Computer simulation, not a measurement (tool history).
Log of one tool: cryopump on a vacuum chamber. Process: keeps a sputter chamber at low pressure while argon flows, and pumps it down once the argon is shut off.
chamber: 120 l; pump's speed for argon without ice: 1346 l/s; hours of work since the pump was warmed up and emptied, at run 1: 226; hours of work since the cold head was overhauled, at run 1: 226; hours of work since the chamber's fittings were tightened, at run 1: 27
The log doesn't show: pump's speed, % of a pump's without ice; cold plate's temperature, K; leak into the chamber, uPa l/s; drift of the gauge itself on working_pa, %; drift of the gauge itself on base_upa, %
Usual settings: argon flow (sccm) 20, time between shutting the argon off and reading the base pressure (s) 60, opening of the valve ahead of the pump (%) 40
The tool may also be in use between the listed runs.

run	hour	argon flow (sccm)	time between shutting the argon off and reading the base pressure (s)	opening of the valve ahead of the pump (%)	hours of work since the pump was warmed up and emptied	hours of work since the cold head was overhauled	hours of work since the chamber's fittings were tightened	pressure while argon flows (Pa)	pressure after the wait (uPa)
1	0	20	60	40	226	226	27	0.0648	0.89
2	10.5	20	60	40	232	232	33	0.0643	0.9
3	18.3	20	60	40	235	235	37	0.0644	0.95
4	30.8	20	60	40	242	242	43	0.0636	0.95
5	37.5	20	60	40	245	245	46	0.0639	0.91
6	46.1	20	60	40	249	249	50	0.0648	0.93
7	60.5	20	60	40	257	257	58	0.0649	0.96
8	73.3	21	85	40	263	263	64	0.0672	0.75
9	86.6	20	217	42	270	270	71	0.0616	0.48
10	95.5	27	89	15	274	274	75	0.2283	0.78
11	103.2	27	93	25	278	278	79	0.1377	0.74
12	109.9	27	93	25	281	281	82	0.1366	0.72
13	124.6	27	67	17	289	289	90	0.2034	0.92
14	135.7	27	67	17	294	294	95	0.2022	0.9

Measured less the same run without the tool's hidden state. The same run-to-run variation is in both; the gauge's scatter may not be:
run	pressure while argon flows (Pa)	pressure after the wait (uPa)
1	+0.0014	+0.06
2	+0.0015	+0.07
3	+0.0016	+0.07
4	+0.0015	+0.08
5	+0.0016	+0.08
6	+0.0017	+0.09
7	+0.0017	+0.09
8	+0.0018	+0.1
9	+0.0018	+0.11
10	+0.0024	+0.11
11	+0.0024	+0.11
12	+0.0024	+0.12
13	+0.0026	+0.13
14	+0.0027	+0.13
